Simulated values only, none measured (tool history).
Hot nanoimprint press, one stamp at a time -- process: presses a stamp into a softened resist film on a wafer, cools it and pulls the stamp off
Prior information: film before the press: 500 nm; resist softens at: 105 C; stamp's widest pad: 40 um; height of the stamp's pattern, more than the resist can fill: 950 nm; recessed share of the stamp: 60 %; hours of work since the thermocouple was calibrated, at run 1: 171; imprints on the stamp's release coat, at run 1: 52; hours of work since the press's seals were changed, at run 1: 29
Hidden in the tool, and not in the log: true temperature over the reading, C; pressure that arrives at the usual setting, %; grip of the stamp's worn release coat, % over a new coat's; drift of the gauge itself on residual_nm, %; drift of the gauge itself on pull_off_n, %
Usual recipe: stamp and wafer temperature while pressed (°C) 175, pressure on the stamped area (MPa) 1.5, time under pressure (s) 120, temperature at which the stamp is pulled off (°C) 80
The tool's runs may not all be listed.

| run | hour | stamp and wafer temperature while pressed (°C) | pressure on the stamped area (MPa) | time under pressure (s) | temperature at which the stamp is pulled off (°C) | hours of work since the thermocouple was calibrated | imprints on the stamp's release coat | hours of work since the press's seals were changed | resist left under the stamp's widest pad (nm) | greatest force while the stamp is pulled off (N) |
|---|---|---|---|---|---|---|---|---|---|---|
| 1 | 0 | 175 | 1.5 | 120 | 80 | 171 | 52 | 29 | 251.3 | 104 |
| 2 | 7.4 | 175 | 1.5 | 120 | 80 | 175 | 81 | 33 | 251.1 | 103 |
| 3 | 13.3 | 175 | 1.5 | 120 | 80 | 177 | 103 | 35 | 250.7 | 104 |
| 4 | 21.2 | 175 | 1.5 | 120 | 80 | 182 | 133 | 40 | 250.4 | 104 |
| 5 | 27.7 | 175 | 1.5 | 120 | 80 | 185 | 158 | 43 | 250.7 | 105 |
| 6 | 32.3 | 175 | 1.05 | 120 | 80 | 187 | 176 | 45 | 286.9 | 106 |
| 7 | 40.9 | 175 | 2.2 | 120 | 80 | 191 | 209 | 49 | 213 | 107 |
| 8 | 45.2 | 175 | 2.2 | 120 | 66 | 194 | 225 | 52 | 212.6 | 149 |
| 9 | 54.3 | 175 | 2.2 | 120 | 66 | 198 | 260 | 56 | 213.1 | 150 |
| 10 | 64 | 175 | 2.13 | 120 | 66 | 203 | 297 | 61 | 216.4 | 156 |
| 11 | 69.8 | 175 | 2.13 | 120 | 66 | 206 | 319 | 64 | 216.4 | 157 |
| 12 | 78.3 | 175 | 2.13 | 120 | 66 | 210 | 352 | 68 | 216.1 | 156 |
| 13 | 83.2 | 175 | 2.13 | 120 | 66 | 213 | 370 | 71 | 215.8 | 157 |
| 14 | 89.5 | 175 | 1.5 | 120 | 80 | 216 | 395 | 74 | 249.9 | 113 |
| 15 | 94.5 | 175 | 1.5 | 120 | 80 | 219 | 414 | 77 | 250 | 112 |
| 16 | 102.5 | 175 | 1.5 | 120 | 80 | 223 | 444 | 81 | 249.7 | 113 |
| 17 | 108.5 | 176 | 1.5 | 120 | 68 | 226 | 467 | 84 | 236.9 | 154 |
| 18 | 116.5 | 175 | 2.21 | 181 | 80 | 230 | 498 | 88 | 178.9 | 117 |
| 19 | 121.6 | 175 | 1.07 | 181 | 69 | 232 | 517 | 90 | 246 | 151 |
| 20 | 128.4 | 175 | 1.52 | 120 | 70 | 236 | 543 | 94 | 248 | 149 |
| 21 | 135.1 | 175 | 1.52 | 120 | 70 | 239 | 569 | 97 | 248.7 | 149 |
|  | 144.9 | stamp cleaned and given a new release coat |
| 22 | 150.5 | 178 | 1.5 | 120 | 78 | 244 | 22 | 102 | 211.7 | 105 |
| 23 | 155.2 | 178 | 1.5 | 90 | 78 | 246 | 40 | 104 | 236.3 | 107 |
| 24 | 161.7 | 173 | 2.14 | 62 | 87 | 250 | 65 | 108 | 301.6 | 81 |
| 25 | 169.5 | 173 | 2.14 | 62 | 87 | 254 | 95 | 112 | 300.8 | 84 |
| 26 | 179.4 | 175 | 1.5 | 90 | 70 | 259 | 132 | 117 | 274.6 | 132 |
| 27 | 184.2 | 175 | 1.5 | 90 | 70 | 261 | 151 | 119 | 276 | 134 |
| 28 | 189.4 | 175 | 1.42 | 90 | 70 | 264 | 171 | 122 | 280.7 | 134 |
| 29 | 197.2 | 185 | 1.42 | 90 | 70 | 268 | 201 | 126 | 165.8 | 139 |
| 30 | 204.9 | 183 | 1.4 | 139 | 80 | 272 | 230 | 130 | 154.7 | 108 |
| 31 | 212.1 | 183 | 1.4 | 139 | 80 | 275 | 258 | 133 | 154.3 | 106 |

3 options for the next run, each taken on its own from the tool as it stands now. Forecast them:
| A | 219.8 | 175 | 1.5 | 83 | 80 | 279 | 287 | 137 | ? | ? |
| B | 219.8 | 183 | 1.71 | 142 | 80 | 279 | 287 | 137 | ? | ? |
| C | 219.8 | 175 | 1.5 | 233 | 77 | 279 | 287 | 137 | ? | ? |

| run | resist left under the stamp's widest pad (nm) | greatest force while the stamp is pulled off (N) |
|---|---|---|
| A | 282.4 | 110 |
| B | 138.8 | 110 |
| C | 192.1 | 120 |
Stripped of hidden state, with their random variation kept, the same runs would have yielded:
| run | resist left under the stamp's widest pad (nm) | greatest force while the stamp is pulled off (N) |
|---|---|---|
| A | 285.8 | 103 |
| B | 140.7 | 102 |
| C | 195 | 112 |
